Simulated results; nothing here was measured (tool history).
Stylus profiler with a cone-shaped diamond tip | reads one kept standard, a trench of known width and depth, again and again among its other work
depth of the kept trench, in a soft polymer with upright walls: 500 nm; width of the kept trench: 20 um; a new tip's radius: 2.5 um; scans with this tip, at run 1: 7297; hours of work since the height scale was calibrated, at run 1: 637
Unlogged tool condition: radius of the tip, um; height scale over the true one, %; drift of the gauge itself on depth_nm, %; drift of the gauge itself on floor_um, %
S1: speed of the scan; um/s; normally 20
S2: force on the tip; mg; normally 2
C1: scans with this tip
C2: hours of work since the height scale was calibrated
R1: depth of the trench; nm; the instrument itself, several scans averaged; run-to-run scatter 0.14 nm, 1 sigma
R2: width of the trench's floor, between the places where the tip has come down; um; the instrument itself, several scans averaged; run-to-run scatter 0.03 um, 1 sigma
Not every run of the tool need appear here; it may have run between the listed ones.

run   hour  S1    S2    C1   C2      R1     R2
  1      0  20     2  7297  637  508.94  16.18
  2   37.7  20     2  7503  655  508.84  16.22
  3   70.5  20     2  7682  671  509.26  16.22
  4  101.5  20  1.13  7851  686  507.03  16.12
  5    118  20  5.28  7941  694  515.78  16.21
  6  149.3  20  0.95  8112  709  506.24  16.09
  7  180.1   6  2.47  8280  723  510.13  16.22
  8  195.8  31  0.71  8366  731  505.62  16.03
  9  232.5  15  4.61  8565  748  514.84  16.13
 10  265.4  58  1.09  8745  764   506.7  15.84
 11  283.5  17  0.91  8844  772  506.19  16.06
 12  311.9  72  2.97  8999  786  511.78  15.92

3 ways to go on from here, each from the tool as it stands after run 12. What would each give?
  A  337.8  14     2  9140  798   ?   ?
  B  337.8   6  1.13  9140  798   ?   ?
  C  337.8  10  2.97  9140  798   ?   ?

run      R1     R2
  A  509.43  16.03
  B  506.79  16.06
  C  511.63  16.07
What these runs would have given with no unlogged condition in the tool:
run      R1     R2
  A  507.49  16.92
  B  504.86  16.95
  C  509.68  16.96
